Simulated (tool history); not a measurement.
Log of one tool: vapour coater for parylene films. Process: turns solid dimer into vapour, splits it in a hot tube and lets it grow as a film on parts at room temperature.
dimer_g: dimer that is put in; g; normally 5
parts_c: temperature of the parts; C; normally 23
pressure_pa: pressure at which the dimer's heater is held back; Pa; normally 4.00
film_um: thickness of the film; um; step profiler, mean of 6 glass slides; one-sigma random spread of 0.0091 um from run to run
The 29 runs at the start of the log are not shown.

| run | hour | dimer_g | parts_c | pressure_pa | hours of work since the trap's valve was overhauled | hours of work since the table's thermometer was calibrated | film_um |
|---|---|---|---|---|---|---|---|
| 30 | 1242.0 | 5 | 23 | 3.59 | 58 | 898 | 1.410 |
| 31 | 1303.0 | 5 | 35 | 4.00 | 107 | 946 | 1.027 |
| 32 | 1330.8 | 3 | 26 | 4.00 | 129 | 969 | 0.766 |
| 33 | 1356.3 | 3 | 26 | 4.00 | 149 | 989 | 0.768 |
| 34 | 1406.3 | 4 | 24 | 4.00 | 189 | 1029 | 1.085 |
| 35 | 1438.5 | 6 | 20 | 2.24 | 215 | 1055 | 1.998 |
|  | 1442.5 | table's thermometer calibrated |
| 36 | 1491.0 | 6 | 20 | 2.24 | 256 | 39 | 2.002 |
| 37 | 1518.9 | 4 | 23 | 4.00 | 278 | 61 | 1.126 |
| 38 | 1570.0 | 4 | 21 | 4.00 | 319 | 102 | 1.174 |
| 39 | 1613.8 | 4 | 21 | 4.00 | 354 | 137 | 1.166 |
| 40 | 1673.5 | 7 | 23 | 3.33 | 402 | 185 | 2.009 |
| 41 | 1725.1 | 7 | 32 | 8.74 | 443 | 226 | 1.337 |
| 42 | 1767.6 | 7 | 32 | 8.74 | 477 | 260 | 1.332 |
| 43 | 1826.0 | 9 | 28 | 2.96 | 524 | 306 | 2.341 |
| 44 | 1851.5 | 2 | 22 | 4.00 | 544 | 327 | 0.556 |
| 45 | 1892.9 | 3 | 20 | 4.00 | 577 | 360 | 0.882 |
|  | 1907.4 | trap's valve overhauled |
| 46 | 1954.7 | 5 | 31 | 4.00 | 38 | 406 | 1.147 |
| 47 | 1985.0 | 5 | 31 | 4.00 | 62 | 430 | 1.138 |

4 options for the next run, each taken on its own from the tool as it stands now. Forecast them:
| A | 2024.2 | 3 | 32 | 7.15 | 93 | 462 | ? |
| B | 2024.2 | 5 | 30 | 4.00 | 93 | 462 | ? |
| C | 2024.2 | 2 | 16 | 9.76 | 93 | 462 | ? |
| D | 2024.2 | 4 | 23 | 4.00 | 93 | 462 | ? |

| run | film_um |
|---|---|
| A | 0.587 |
| B | 1.176 |
| C | 0.556 |
| D | 1.092 |
Stripped of hidden state, with their random variation kept, the same runs would have yielded:
| run | film_um |
|---|---|
| A | 0.587 |
| B | 1.176 |
| C | 0.556 |
| D | 1.093 |
